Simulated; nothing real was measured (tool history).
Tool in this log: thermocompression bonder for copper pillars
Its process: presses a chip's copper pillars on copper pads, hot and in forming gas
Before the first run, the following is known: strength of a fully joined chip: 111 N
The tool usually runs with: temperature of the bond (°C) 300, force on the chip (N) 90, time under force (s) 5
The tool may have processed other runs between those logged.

run   hour  temperature of the bond (°C)  force on the chip (N)  time under force (s)  force that shears a chip off (N)
  1    0.0                           300                     90                     5                              54.2
  2   22.9                           313                     90                     5                              63.2
  3   39.1                           313                     90                     5                              63.0
  4   60.9                           300                    104                     5                              55.3
  5   74.7                           300                     90                     3                              43.7
  6   87.7                           300                     90                     3                              44.5
  7  105.3                           300                     90                     5                              53.3
  8  127.7                           300                     90                     5                              53.1
  9  148.2                           300                     90                     5                              52.6
 10  164.7                           300                     90                     5                              52.4
 11  186.4                           300                     90                     5                              53.1
 12  198.2                           321                     90                     5                              68.1
 13  210.5                           287                     90                     5                              44.0
 14  221.4                           287                     90                     5                              43.7
 15  238.5                           300                    109                     5                              55.9
 16  249.5                           300                    109                     5                              56.6
 17  267.7                           283                     90                     5                              42.2
     277.7  -- forming gas filter changed
 18  282.6                           293                     90                     5                              50.8
     286.1  -- force cell calibrated
 19  303.7                           293                     90                     5                              50.8
 20  326.0                           300                     90                     5                              55.9
 21  336.4                           318                    110                     3                              63.8
 22  347.7                           276                     90                     5                              39.7
 23  361.0                           298                     99                     3                              46.7
 24  372.1                           302                     93                     5                              59.7
 25  384.8                           302                     90                     8                              66.4
     397.7  -- force cell calibrated, once more
 26  402.9                           302                     90                     8                              64.6
 27  419.5                           302                     90                     8                              63.7
 28  436.9                           288                     90                     3                              38.1
 29  450.3                           288                     90                    11                              60.3
 30  459.8                           313                     89                     3                              52.4
 31  469.3                           313                     89                     3                              52.2
 32  481.0                           281                     56                    10                              40.3
 33  491.4                           326                     56                    10                              72.0
 34  504.2                           326                     56                    10                              71.4
 35  525.2                           326                     56                    10                              71.6
 36  546.0                           326                     56                    10                              71.4
 37  560.4                           326                     56                    10                              71.2
 38  571.8                           326                     56                    10                              70.3
 39  588.5                           326                     56                    10                              70.9

Below are 3 alternative next runs, each starting from the tool's condition after run 39. Predict each:
  A  598.0                           300                     89                     5                                 ?
  B  598.0                           300                    127                     4                                 ?
  C  598.0                           275                    112                     5                                 ?

run  force that shears a chip off (N)
  A                              53.5
  B                              57.3
  C                              40.9
The same runs, with their run-to-run variation unchanged, on a tool lacking any hidden condition would have given:
run  force that shears a chip off (N)
  A                              49.9
  B                              53.8
  C                              37.1
